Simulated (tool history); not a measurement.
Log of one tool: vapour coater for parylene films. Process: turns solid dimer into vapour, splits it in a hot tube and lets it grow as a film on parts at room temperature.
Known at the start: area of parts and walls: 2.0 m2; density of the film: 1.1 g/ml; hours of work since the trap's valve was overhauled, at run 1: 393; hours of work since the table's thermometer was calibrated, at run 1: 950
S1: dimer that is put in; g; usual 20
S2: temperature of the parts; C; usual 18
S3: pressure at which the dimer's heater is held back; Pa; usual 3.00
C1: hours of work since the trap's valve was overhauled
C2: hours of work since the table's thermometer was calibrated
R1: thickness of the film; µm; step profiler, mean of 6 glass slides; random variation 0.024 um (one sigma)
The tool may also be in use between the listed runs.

run 1 day=0.000 | S1=20 S2=18 S3=3.00 | C1=393 C2=950 | R1=4.80
run 2 day=1.983 | S1=20 S2=18 S3=3.00 | C1=414 C2=971 | R1=4.84
run 3 day=3.512 | S1=20 S2=18 S3=3.00 | C1=431 C2=987 | R1=4.83
run 4 day=6.288 | S1=20 S2=18 S3=3.00 | C1=460 C2=1016 | R1=4.77
run 5 day=7.846 | S1=20 S2=18 S3=3.00 | C1=476 C2=1033 | R1=4.77
run 6 day=9.212 | S1=20 S2=18 S3=3.00 | C1=491 C2=1047 | R1=4.75
run 7 day=10.842 | S1=20 S2=18 S3=3.00 | C1=508 C2=1065 | R1=4.80
run 8 day=12.554 | S1=20 S2=14 S3=3.00 | C1=526 C2=1083 | R1=5.76
run 9 day=15.346 | S1=20 S2=18 S3=3.00 | C1=556 C2=1112 | R1=4.74
-- day=16.342 trap's valve overhauled
run 10 day=17.321 | S1=20 S2=18 S3=3.00 | C1=10 C2=1131 | R1=5.15
run 11 day=19.196 | S1=20 S2=18 S3=3.00 | C1=30 C2=1151 | R1=5.18
run 12 day=20.788 | S1=31 S2=18 S3=3.00 | C1=47 C2=1168 | R1=7.97
run 13 day=22.425 | S1=20 S2=18 S3=7.33 | C1=64 C2=1185 | R1=4.20
run 14 day=23.988 | S1=20 S2=18 S3=11.03 | C1=81 C2=1202 | R1=3.80
run 15 day=26.154 | S1=20 S2=18 S3=3.97 | C1=104 C2=1225 | R1=4.79
run 16 day=27.483 | S1=20 S2=16 S3=3.00 | C1=118 C2=1239 | R1=5.61
run 17 day=29.071 | S1=20 S2=16 S3=3.00 | C1=135 C2=1256 | R1=5.62
run 18 day=31.904 | S1=20 S2=29 S3=3.00 | C1=165 C2=1286 | R1=2.93
run 19 day=33.538 | S1=20 S2=18 S3=3.00 | C1=182 C2=1303 | R1=5.09
run 20 day=35.729 | S1=20 S2=18 S3=3.00 | C1=205 C2=1326 | R1=5.03
run 21 day=37.075 | S1=20 S2=18 S3=3.00 | C1=219 C2=1340 | R1=4.96
run 22 day=39.629 | S1=20 S2=18 S3=3.00 | C1=246 C2=1367 | R1=5.01
run 23 day=40.808 | S1=20 S2=18 S3=3.00 | C1=259 C2=1380 | R1=4.96
run 24 day=42.992 | S1=20 S2=18 S3=3.00 | C1=282 C2=1403 | R1=4.96
run 25 day=44.246 | S1=13 S2=18 S3=3.00 | C1=295 C2=1416 | R1=3.23
run 26 day=46.612 | S1=9 S2=27 S3=2.85 | C1=320 C2=1441 | R1=1.44
run 27 day=48.762 | S1=9 S2=27 S3=2.85 | C1=343 C2=1464 | R1=1.45
run 28 day=50.871 | S1=31 S2=16 S3=3.00 | C1=365 C2=1486 | R1=8.46
run 29 day=52.571 | S1=8 S2=24 S3=7.93 | C1=383 C2=1504 | R1=1.18
run 30 day=53.804 | S1=15 S2=23 S3=9.31 | C1=396 C2=1517 | R1=2.21
run 31 day=56.662 | S1=15 S2=23 S3=9.31 | C1=427 C2=1548 | R1=2.21
run 32 day=57.954 | S1=15 S2=11 S3=7.80 | C1=440 C2=1561 | R1=4.18
run 33 day=59.475 | S1=15 S2=18 S3=3.00 | C1=456 C2=1577 | R1=3.64
run 34 day=60.925 | S1=11 S2=14 S3=5.54 | C1=472 C2=1593 | R1=2.81
run 35 day=62.175 | S1=9 S2=13 S3=10.46 | C1=485 C2=1606 | R1=2.10
run 36 day=64.254 | S1=26 S2=18 S3=3.21 | C1=507 C2=1628 | R1=6.21
run 37 day=65.812 | S1=11 S2=20 S3=7.35 | C1=523 C2=1644 | R1=1.95
run 38 day=68.150 | S1=13 S2=18 S3=2.51 | C1=548 C2=1669 | R1=3.28
run 39 day=69.346 | S1=17 S2=14 S3=9.27 | C1=561 C2=1682 | R1=3.84
-- day=69.712 trap's valve overhauled
run 40 day=71.562 | S1=17 S2=14 S3=9.27 | C1=20 C2=1703 | R1=4.25
run 41 day=73.479 | S1=10 S2=24 S3=6.43 | C1=40 C2=1724 | R1=1.63
run 42 day=76.033 | S1=10 S2=24 S3=6.43 | C1=67 C2=1751 | R1=1.64
run 43 day=77.292 | S1=25 S2=24 S3=5.90 | C1=80 C2=1764 | R1=4.14
run 44 day=78.800 | S1=20 S2=13 S3=3.00 | C1=96 C2=1780 | R1=6.71
run 45 day=80.929 | S1=34 S2=17 S3=3.00 | C1=119 C2=1802 | R1=9.36
run 46 day=82.879 | S1=19 S2=23 S3=2.66 | C1=139 C2=1823 | R1=3.95
run 47 day=85.179 | S1=30 S2=16 S3=3.00 | C1=164 C2=1847 | R1=8.54
run 48 day=87.579 | S1=14 S2=18 S3=3.00 | C1=189 C2=1873 | R1=3.59

Some steps in R1 between neighbouring runs. How much of each would the tool show without its hidden state too (settings, what came in, random variation), and how much is left for the hidden state, with any gauge scatter that isn't in both results?
The hidden state here: vapour lost through the trap's worn valve, %; true temperature of the parts over the reading, C; drift of the gauge itself on film_um, %.
Run 9 -> 10: trap's valve overhauled. R1 +0.41 µm: hidden state +0.46, all else -0.05.
Run 27 -> 28: S1 9 -> 31, S2 27 -> 16, S3 2.85 -> 3.00. R1 +7.01 µm: hidden state -0.11, all else +7.12.
Run 28 -> 29: S1 31 -> 8, S2 16 -> 24, S3 3.00 -> 7.93. R1 -7.28 µm: hidden state +0.10, all else -7.38.
Run 39 -> 40: trap's valve overhauled. R1 +0.41 µm: hidden state +0.38, all else +0.03.
Run 45 -> 46: S1 34 -> 19, S2 17 -> 23, S3 3.00 -> 2.66. R1 -5.41 µm: hidden state -0.22, all else -5.19.

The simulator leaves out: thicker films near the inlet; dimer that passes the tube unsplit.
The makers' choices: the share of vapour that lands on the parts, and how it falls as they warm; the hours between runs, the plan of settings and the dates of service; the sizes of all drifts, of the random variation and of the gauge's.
